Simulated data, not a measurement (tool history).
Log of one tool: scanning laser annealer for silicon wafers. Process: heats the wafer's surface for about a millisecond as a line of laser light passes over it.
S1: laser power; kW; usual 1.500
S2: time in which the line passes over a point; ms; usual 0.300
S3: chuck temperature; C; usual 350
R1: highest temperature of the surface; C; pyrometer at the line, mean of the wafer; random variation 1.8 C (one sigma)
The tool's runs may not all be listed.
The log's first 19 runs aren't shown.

run   hour     S1     S2   S3    R1
 20  306.8  1.500  0.300  350   972
     321.1  -- window over the wafer cleaned, once more
 21  323.9  1.500  0.300  350  1051
 22  335.7  1.385  0.287  361   976
 23  349.7  1.385  0.287  361   977
 24  368.6  1.385  0.287  361   974
 25  380.7  1.355  0.236  350   888
 26  398.8  1.355  0.236  350   887
 27  409.7  1.355  0.236  350   886
 28  430.0  1.355  0.236  350   884
 29  444.7  1.355  0.236  350   887
 30  466.8  1.448  0.300  337  1000
 31  482.7  1.500  0.319  377  1091
 32  498.8  1.400  0.319  340   991
 33  518.5  1.375  0.319  344   979
 34  538.7  1.447  0.324  388  1070
 35  552.6  1.447  0.324  388  1071
 36  572.7  1.485  0.212  350   919
 37  591.0  1.500  0.327  350  1065
 38  600.5  1.552  0.230  324   951
 39  620.4  1.552  0.330  324  1078
 40  643.5  1.552  0.330  320  1072
     659.8  -- optics aligned, line set to its width
 41  669.5  1.552  0.330  317  1080
 42  689.5  1.373  0.262  318   892

3 ways to go on from here, each from the tool as it stands after run 42. What would each give?
  A  701.5  1.502  0.334  358   ?
  B  701.5  1.635  0.238  346   ?
  C  701.5  1.594  0.213  344   ?

run    R1
  A  1091
  B  1036
  C   979
Without the tool's hidden state the same runs would have given:
run    R1
  A  1115
  B  1059
  C  1000
